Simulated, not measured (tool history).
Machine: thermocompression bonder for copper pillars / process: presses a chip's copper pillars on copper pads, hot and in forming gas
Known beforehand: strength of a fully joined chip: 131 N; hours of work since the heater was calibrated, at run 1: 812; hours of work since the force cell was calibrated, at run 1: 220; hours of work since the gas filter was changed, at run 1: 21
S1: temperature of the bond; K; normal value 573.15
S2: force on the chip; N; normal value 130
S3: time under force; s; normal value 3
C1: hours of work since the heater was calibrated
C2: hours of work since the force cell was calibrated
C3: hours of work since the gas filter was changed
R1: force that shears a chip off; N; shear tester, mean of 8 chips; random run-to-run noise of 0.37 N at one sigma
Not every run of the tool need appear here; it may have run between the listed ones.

| run | hour | S1 | S2 | S3 | C1 | C2 | C3 | R1 |
|---|---|---|---|---|---|---|---|---|
| 1 | 0.0 | 573.15 | 130 | 3 | 812 | 220 | 21 | 57.1 |
| 2 | 5.1 | 574.15 | 130 | 3 | 815 | 224 | 24 | 57.5 |
| 3 | 13.4 | 573.15 | 130 | 3 | 821 | 229 | 30 | 57.1 |
| 4 | 21.8 | 573.15 | 130 | 3 | 826 | 235 | 36 | 56.4 |
| 5 | 27.5 | 573.15 | 130 | 3 | 830 | 239 | 39 | 57.0 |
| 6 | 37.0 | 573.15 | 130 | 3 | 836 | 245 | 46 | 56.6 |
| 7 | 46.2 | 573.15 | 130 | 3 | 842 | 251 | 52 | 55.9 |
| 8 | 54.0 | 573.15 | 130 | 3 | 848 | 256 | 57 | 56.5 |
| 9 | 61.8 | 573.15 | 130 | 3 | 853 | 262 | 62 | 56.1 |
| 10 | 71.5 | 600.15 | 130 | 3 | 859 | 268 | 69 | 75.8 |
| 11 | 77.2 | 573.15 | 130 | 3 | 863 | 272 | 72 | 56.5 |
| 12 | 82.0 | 544.15 | 130 | 3 | 866 | 275 | 76 | 36.3 |
| 13 | 87.9 | 544.15 | 130 | 3 | 870 | 279 | 80 | 36.2 |
| 14 | 92.4 | 544.15 | 130 | 3 | 873 | 282 | 83 | 36.6 |
| 15 | 100.3 | 563.15 | 142 | 5 | 878 | 287 | 88 | 60.4 |
| 16 | 107.8 | 563.15 | 142 | 5 | 884 | 292 | 93 | 60.4 |
| 17 | 117.0 | 563.15 | 142 | 5 | 890 | 298 | 99 | 61.2 |
| 18 | 124.2 | 563.15 | 142 | 5 | 894 | 303 | 104 | 61.0 |
|  | 126.8 | heater calibrated with a thermocouple chip |
| 19 | 133.7 | 602.15 | 94 | 3 | 5 | 308 | 109 | 68.8 |
| 20 | 142.6 | 561.15 | 84 | 6 | 10 | 314 | 115 | 50.0 |
| 21 | 149.7 | 548.15 | 88 | 6 | 15 | 319 | 119 | 42.4 |
| 22 | 158.7 | 566.15 | 94 | 3 | 21 | 325 | 125 | 43.0 |
| 23 | 166.1 | 566.15 | 94 | 3 | 26 | 330 | 130 | 43.6 |
| 24 | 171.2 | 591.15 | 155 | 2 | 30 | 333 | 134 | 64.6 |
|  | 180.4 | heater calibrated with a thermocouple chip, once more |
| 25 | 180.4 | 591.15 | 155 | 2 | 0 | 338 | 139 | 61.0 |
| 26 | 184.5 | 557.15 | 130 | 3 | 3 | 341 | 141 | 41.0 |
| 27 | 190.8 | 573.15 | 162 | 3 | 7 | 345 | 145 | 56.9 |
| 28 | 197.3 | 582.15 | 94 | 3 | 11 | 349 | 150 | 49.9 |

For each entry between runs, how does the tool's hidden state at the last listed run before it compare with that at the first listed run after it?
Runs 18 to 19: heater calibrated with a thermocouple chip (hour 126.8)
  true temperature of the bond over the reading, C: 3.8 -> 5.3; oxide that the forming gas leaves, % of the face: 5.03 -> 5.24
  measured less the result without the state, R1: +0.5 -> +1.0 N
Runs 24 to 25: heater calibrated with a thermocouple chip, once more (hour 180.4)
  true temperature of the bond over the reading, C: 5.4 -> 0.2; oxide that the forming gas leaves, % of the face: 6.28 -> 6.49
  measured less the result without the state, R1: +0.5 -> -3.4 N

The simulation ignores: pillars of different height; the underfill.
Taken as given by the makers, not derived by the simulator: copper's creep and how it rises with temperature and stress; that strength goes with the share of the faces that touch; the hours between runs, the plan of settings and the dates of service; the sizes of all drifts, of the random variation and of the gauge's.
